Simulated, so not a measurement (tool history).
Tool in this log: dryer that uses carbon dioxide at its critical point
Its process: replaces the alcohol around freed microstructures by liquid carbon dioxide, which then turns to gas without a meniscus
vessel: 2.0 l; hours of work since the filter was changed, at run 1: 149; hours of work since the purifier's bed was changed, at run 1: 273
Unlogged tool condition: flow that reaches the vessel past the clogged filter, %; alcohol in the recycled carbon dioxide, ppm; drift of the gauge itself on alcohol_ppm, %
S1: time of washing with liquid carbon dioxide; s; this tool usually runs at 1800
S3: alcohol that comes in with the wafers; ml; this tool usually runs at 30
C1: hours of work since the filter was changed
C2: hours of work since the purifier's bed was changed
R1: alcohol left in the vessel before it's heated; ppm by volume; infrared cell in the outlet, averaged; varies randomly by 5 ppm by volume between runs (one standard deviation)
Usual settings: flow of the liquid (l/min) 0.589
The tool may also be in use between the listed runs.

Run 1, day 0: usual settings; C1 149; C2 273. Result: R1 85 ppm by volume.
Run 2, day 1.362: usual settings but S1 1140 s; C1 160; C2 284. Result: R1 285 ppm by volume.
Run 3, day 2.267: usual settings but S1 1140 s; C1 167; C2 291. Result: R1 280 ppm by volume.
Run 4, day 3.604: usual settings but S1 1140 s; C1 178; C2 302. Result: R1 293 ppm by volume.
Run 5, day 4.596: usual settings but S1 1140 s; C1 186; C2 310. Result: R1 291 ppm by volume.
Run 6, day 5.538: usual settings but S1 1140 s; C1 193; C2 317. Result: R1 306 ppm by volume.
Run 7, day 6.712: usual settings; C1 203; C2 327. Result: R1 106 ppm by volume.
Run 8, day 7.779: usual settings but S1 1560 s; C1 211; C2 335. Result: R1 133 ppm by volume.
Run 9, day 8.696: usual settings but flow of the liquid (l/min) 0.464; C1 219; C2 342. Result: R1 172 ppm by volume.
Run 10, day 9.271: usual settings but flow of the liquid (l/min) 0.464; C1 223; C2 347. Result: R1 182 ppm by volume.
Run 11, day 9.896: usual settings; C1 228; C2 352. Result: R1 102 ppm by volume.
Run 12, day 10.488: usual settings but S3 28 ml; C1 233; C2 357. Result: R1 108 ppm by volume.
Run 13, day 11.554: usual settings but S3 52 ml; C1 242; C2 365. Result: R1 122 ppm by volume.
Run 14, day 12.217: usual settings but S1 2760 s, S3 39 ml; C1 247; C2 371. Result: R1 85 ppm by volume.
Run 15, day 13.096: usual settings but S1 2760 s, S3 39 ml; C1 254; C2 378. Result: R1 81 ppm by volume.
Run 16, day 13.858: usual settings but S1 2760 s, S3 39 ml; C1 260; C2 384. Result: R1 89 ppm by volume.
Run 17, day 14.55: usual settings but S1 2760 s, S3 39 ml; C1 266; C2 389. Result: R1 87 ppm by volume.
Run 18, day 15.646: usual settings but S1 2760 s, S3 39 ml; C1 274; C2 398. Result: R1 92 ppm by volume.
Run 19, day 16.738: usual settings but S1 1320 s, S3 83 ml; C1 283; C2 407. Result: R1 553 ppm by volume.
Run 20, day 17.404: usual settings but S1 1320 s, S3 83 ml; C1 289; C2 412. Result: R1 547 ppm by volume.
At day 18.446: inlet filter changed.
Run 21, day 18.446: usual settings but S1 1320 s, S3 83 ml; C1 0; C2 420. Result: R1 266 ppm by volume.
Run 22, day 19.708: usual settings but S1 1200 s, flow of the liquid (l/min) 0.408, S3 63 ml; C1 10; C2 430. Result: R1 1104 ppm by volume.
Run 23, day 20.342: usual settings but S1 2040 s; C1 15; C2 436. Result: R1 98 ppm by volume.
Run 24, day 20.925: usual settings but S1 2040 s; C1 20; C2 440. Result: R1 106 ppm by volume.
Run 25, day 21.504: usual settings but S1 1140 s; C1 25; C2 445. Result: R1 245 ppm by volume.

Consider 3 possible next runs. They are alternatives, not a sequence: every one starts from the tool as it was left by run 25. What does each give?
Run A, day 22.354: usual settings but S1 2340 s, flow of the liquid (l/min) 0.4, S3 40 ml; C1 31; C2 452. Result: R1 ?.
Run B, day 22.354: usual settings but S1 1500 s, flow of the liquid (l/min) 0.708, S3 52 ml; C1 31; C2 452. Result: R1 ?.
Run C, day 22.354: usual settings but S1 1680 s, flow of the liquid (l/min) 0.837, S3 43 ml; C1 31; C2 452. Result: R1 ?.

run   R1
  A  128
  B  123
  C   99
The same runs, with their run-to-run variation unchanged, on a tool lacking any hidden condition would have given:
run  R1
  A  30
  B  23
  C   3
